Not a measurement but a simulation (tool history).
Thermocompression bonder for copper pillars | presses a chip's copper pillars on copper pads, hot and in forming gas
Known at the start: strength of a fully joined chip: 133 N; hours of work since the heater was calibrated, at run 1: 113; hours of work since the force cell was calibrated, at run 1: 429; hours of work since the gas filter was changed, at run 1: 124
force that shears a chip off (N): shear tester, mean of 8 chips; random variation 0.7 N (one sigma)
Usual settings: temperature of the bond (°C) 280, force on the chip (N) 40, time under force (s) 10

| run | hour | temperature of the bond (°C) | force on the chip (N) | time under force (s) | hours of work since the heater was calibrated | hours of work since the force cell was calibrated | hours of work since the gas filter was changed | force that shears a chip off (N) |
|---|---|---|---|---|---|---|---|---|
| 1 | 0.0 | 280 | 40 | 10 | 113 | 429 | 124 | 74.5 |
| 2 | 4.8 | 280 | 41 | 10 | 115 | 431 | 126 | 74.9 |
| 3 | 10.7 | 280 | 41 | 9 | 118 | 434 | 129 | 73.2 |
| 4 | 18.4 | 280 | 41 | 9 | 122 | 438 | 133 | 72.4 |
| 5 | 26.2 | 284 | 40 | 10 | 126 | 442 | 137 | 75.2 |
| 6 | 33.6 | 280 | 40 | 10 | 130 | 446 | 141 | 73.0 |
| 7 | 43.1 | 280 | 40 | 10 | 134 | 451 | 146 | 73.9 |
| 8 | 47.8 | 280 | 40 | 10 | 137 | 453 | 148 | 72.7 |
| 9 | 56.1 | 280 | 40 | 10 | 141 | 457 | 152 | 73.5 |
| 10 | 65.7 | 280 | 40 | 10 | 146 | 462 | 157 | 74.8 |
| 11 | 72.3 | 272 | 40 | 10 | 149 | 466 | 161 | 68.2 |
| 12 | 82.4 | 272 | 40 | 10 | 154 | 471 | 166 | 68.7 |
| 13 | 89.3 | 272 | 40 | 10 | 158 | 474 | 169 | 68.8 |
|  | 91.6 | force cell calibrated |
| 14 | 99.3 | 280 | 40 | 10 | 162 | 4 | 174 | 73.4 |
| 15 | 106.4 | 280 | 40 | 26 | 166 | 8 | 177 | 96.1 |
| 16 | 112.9 | 280 | 40 | 26 | 169 | 11 | 181 | 93.1 |
| 17 | 118.5 | 280 | 40 | 26 | 172 | 14 | 183 | 93.6 |
| 18 | 124.0 | 264 | 34 | 26 | 175 | 17 | 186 | 81.7 |
|  | 128.3 | force cell calibrated, once more |
| 19 | 133.7 | 309 | 42 | 10 | 179 | 3 | 190 | 87.8 |
| 20 | 139.7 | 303 | 58 | 10 | 182 | 6 | 193 | 95.8 |
|  | 143.9 | forming gas filter changed |
| 21 | 145.0 | 303 | 58 | 9 | 185 | 8 | 1 | 100.2 |
| 22 | 152.4 | 251 | 33 | 16 | 188 | 12 | 4 | 63.8 |
| 23 | 157.1 | 251 | 33 | 7 | 191 | 14 | 7 | 48.2 |
| 24 | 165.9 | 297 | 49 | 26 | 195 | 19 | 11 | 113.7 |
| 25 | 173.6 | 297 | 49 | 26 | 199 | 23 | 15 | 112.7 |
| 26 | 182.1 | 280 | 40 | 9 | 203 | 27 | 19 | 75.6 |
| 27 | 187.1 | 292 | 30 | 6 | 206 | 30 | 22 | 63.9 |
| 28 | 195.3 | 292 | 30 | 8 | 210 | 34 | 26 | 70.5 |
| 29 | 202.2 | 280 | 45 | 10 | 214 | 37 | 30 | 82.0 |
| 30 | 207.5 | 274 | 30 | 11 | 216 | 40 | 32 | 66.0 |
| 31 | 214.1 | 291 | 40 | 10 | 220 | 43 | 36 | 84.0 |
| 32 | 222.8 | 275 | 35 | 6 | 224 | 48 | 40 | 59.6 |
| 33 | 229.4 | 280 | 26 | 22 | 228 | 51 | 44 | 81.9 |

Some steps in force that shears a chip off (N) between neighbouring runs. How much of each would the tool show without its hidden state too (settings, what came in, random variation), and how much is left for the hidden state, with any gauge scatter that isn't in both results?
The hidden state here: true temperature of the bond over the reading, C; force that reaches the chip, % of what is set; oxide that the forming gas leaves, % of the face; drift of the gauge itself on shear_n, %.
Run 14 -> 15: time under force (s) 10 -> 26. force that shears a chip off (N) +22.7: hidden state -2.0, all else +24.7.
Run 18 -> 19: temperature of the bond (°C) 264 -> 309, force on the chip (N) 34 -> 42, time under force (s) 26 -> 10, force cell calibrated, once more. force that shears a chip off (N) +6.1: hidden state -2.2, all else +8.3.
Run 20 -> 21: time under force (s) 10 -> 9, forming gas filter changed. force that shears a chip off (N) +4.4: hidden state +8.2, all else -3.8.
Run 21 -> 22: temperature of the bond (°C) 303 -> 251, force on the chip (N) 58 -> 33, time under force (s) 9 -> 16. force that shears a chip off (N) -36.4: hidden state +0.0, all else -36.4.
Run 23 -> 24: temperature of the bond (°C) 251 -> 297, force on the chip (N) 33 -> 49, time under force (s) 7 -> 26. force that shears a chip off (N) +65.5: hidden state -0.4, all else +65.9.
Run 25 -> 26: temperature of the bond (°C) 297 -> 280, force on the chip (N) 49 -> 40, time under force (s) 26 -> 9. force that shears a chip off (N) -37.1: hidden state +0.2, all else -37.3.
